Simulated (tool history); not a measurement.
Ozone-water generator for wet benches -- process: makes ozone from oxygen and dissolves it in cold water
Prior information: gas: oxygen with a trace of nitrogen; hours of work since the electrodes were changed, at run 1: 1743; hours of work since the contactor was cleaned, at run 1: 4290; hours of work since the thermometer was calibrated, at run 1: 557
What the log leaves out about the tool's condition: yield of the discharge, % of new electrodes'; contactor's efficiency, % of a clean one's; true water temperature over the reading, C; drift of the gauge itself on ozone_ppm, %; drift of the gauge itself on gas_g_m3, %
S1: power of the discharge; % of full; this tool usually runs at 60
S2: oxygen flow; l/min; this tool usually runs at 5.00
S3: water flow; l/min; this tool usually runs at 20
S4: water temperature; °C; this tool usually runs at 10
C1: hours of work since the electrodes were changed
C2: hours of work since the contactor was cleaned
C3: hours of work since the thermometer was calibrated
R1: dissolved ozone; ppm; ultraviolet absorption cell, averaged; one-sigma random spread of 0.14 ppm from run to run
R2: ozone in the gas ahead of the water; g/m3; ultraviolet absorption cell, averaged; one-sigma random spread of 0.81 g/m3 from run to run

run    hour  S1    S2  S3  S4    C1    C2    C3    R1     R2
  1     0.0  60  5.00  20  10  1743  4290   557  15.8  123.0
  2    71.0  60  5.00  20  10  1794  4340   607  15.6  121.6
  3   127.5  60  5.00  20  10  1834  4380   647  15.7  122.5
  4   200.2  60  5.00  20  10  1886  4432   699  15.8  123.1
  5   271.9  60  5.00  20  10  1937  4483   750  15.8  120.5
  6   354.9  60  5.00  20  10  1996  4542   809  15.4  120.5
  7   436.8  60  5.00  13  10  2054  4600   867  21.9  120.9
  8   517.0  60  5.00  13  10  2111  4657   924  22.1  120.9
  9   583.0  60  5.00  13   9  2158  4704   971  22.2  121.9
 10   676.2  68  5.00  20  10  2224  4771  1038  17.0  134.8
 11   746.2  68  5.00  20  10  2274  4820  1087  17.3  135.1
 12   827.7  60  5.00  14  10  2332  4878  1145  20.9  122.0
 13   926.7  60  5.00  20  10  2403  4949  1216  15.7  121.7
 14   988.8  60  5.00  20  10  2447  4993  1260  15.5  120.0
 15  1077.7  60  5.00  20  10  2510  5056  1323  15.2  121.4
 16  1141.9  60  5.00  20  15  2556  5102  1369  14.4  119.3
 17  1211.2  60  5.00  20  15  2605  5151  1418  14.4  120.9
 18  1266.7  64  5.00  25  15  2644  5191  1458  12.3  126.1
 19  1354.8  64  5.00  25  15  2707  5253  1520  12.4  125.5
     1381.3  -- contactor cleaned
 20  1466.6  64  2.61  20  15  2784    61  1597  14.9  185.8
 21  1545.7  60  5.00  19   8  2840   117  1653  16.7  119.5
 22  1648.7  60  5.00  18   8  2913   190  1726  17.4  118.8
 23  1726.0  86  7.03  20  12  2968   245  1781  19.8  128.9
 24  1832.3  63  5.01  15  10  3044   321  1857  20.4  121.4
 25  1906.5  77  5.00  20  10  3097   373  1910  18.6  143.2
 26  1970.3  64  5.00  20  10  3142   419  1955  16.2  126.0
 27  2075.8  60  6.43  15  10  3217   494  2030  19.1  101.6
 28  2132.0  60  6.43  15  10  3257   534  2070  19.0  101.7
 29  2233.2  71  2.77  20  10  3329   606  2142  16.4  190.7
 30  2293.6  77  2.77  16  12  3372   649  2185  21.4  204.8
 31  2381.8  82  5.00  20   6  3435   712  2248  20.4  148.8
 32  2485.7  53  2.93  20  12  3509   785  2322  12.9  146.1
 33  2577.2  54  7.51  26  12  3574   851  2387  10.7   84.8

Alternative continuations, all from the tool just after run 33; predict every row:
  A  2665.2  42  5.00  20  10  3636  913  2449   ?   ?
  B  2665.2  43  5.00  27  13  3636  913  2449   ?   ?
  C  2665.2  60  3.45  20  10  3636  913  2449   ?   ?

run    R1     R2
  A  11.5   88.6
  B   8.7   90.6
  C  14.8  146.1
With no hidden state in the tool, these same runs would have given:
run    R1     R2
  A  12.3   93.8
  B   9.3   96.1
  C  16.2  159.1

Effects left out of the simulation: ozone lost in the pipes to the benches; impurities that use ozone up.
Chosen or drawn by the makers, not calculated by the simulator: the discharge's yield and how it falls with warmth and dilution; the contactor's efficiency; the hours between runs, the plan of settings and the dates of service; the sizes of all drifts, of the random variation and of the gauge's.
